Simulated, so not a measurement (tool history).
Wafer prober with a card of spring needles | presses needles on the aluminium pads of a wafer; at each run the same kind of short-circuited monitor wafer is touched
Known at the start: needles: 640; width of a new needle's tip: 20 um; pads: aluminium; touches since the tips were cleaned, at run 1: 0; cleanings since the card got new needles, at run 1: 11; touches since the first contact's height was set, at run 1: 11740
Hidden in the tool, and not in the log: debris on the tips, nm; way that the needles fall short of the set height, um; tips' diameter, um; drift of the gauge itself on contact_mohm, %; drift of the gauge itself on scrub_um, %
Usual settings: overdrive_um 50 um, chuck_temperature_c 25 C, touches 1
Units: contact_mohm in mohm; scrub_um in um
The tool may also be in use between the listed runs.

run	hour	overdrive_um	chuck_temperature_c	touches	touches since the tips were cleaned	cleanings since the card got new needles	touches since the first contact's height was set	contact_mohm	scrub_um
1	0.0	50	25	1	0	11	11740	156	8.44
2	18.1	50	25	2	4383	11	16123	301	8.48
# hour 29.3: tips cleaned on abrasive film
3	34.4	61	25	2	1217	12	20017	183	10.39
4	53.7	61	25	2	5888	12	24688	261	10.39
# hour 59.0: tips cleaned on abrasive film
5	72.7	61	25	2	3324	13	29263	230	10.28
6	82.6	61	25	2	5695	13	31634	255	10.32
# hour 89.1: tips cleaned on abrasive film
7	96.2	61	25	2	1725	14	34905	194	10.29
8	116.0	50	53	1	6515	14	39695	450	8.39
# hour 118.0: tips cleaned on abrasive film
9	137.7	50	53	1	4744	15	44903	422	8.44
# hour 146.7: tips cleaned on abrasive film
10	157.5	50	53	1	2613	16	49660	354	8.38
11	173.5	50	53	1	6489	16	53536	456	8.34
# hour 176.9: tips cleaned on abrasive film
12	193.7	36	25	1	4056	17	58388	686	5.94
# hour 206.2: tips cleaned on abrasive film
13	215.6	50	25	1	2274	18	63660	356	8.33
# hour 236.4: tips cleaned on abrasive film
14	236.6	50	25	1	46	19	68697	151	8.32
# hour 238.6: height of the first contact set anew
15	246.5	50	25	1	2369	19	1908	343	8.32
16	264.8	50	25	2	6799	19	6338	338	8.24
# hour 266.1: tips cleaned on abrasive film
# hour 277.3: height of the first contact set anew, once more
17	283.6	50	25	2	4165	20	1522	298	8.49
18	293.2	50	25	1	6470	20	3827	463	8.52

The next listed run, before its measurement:
# hour 295.3: tips cleaned on abrasive film
19	309.5	50	25	1	3424	21	7756	?	?

Run 19 gave contact_mohm 383 mohm, scrub_um 8.46 um.
Without the tool's hidden state the same run would have given contact_mohm 125 mohm, scrub_um 8.48 um.
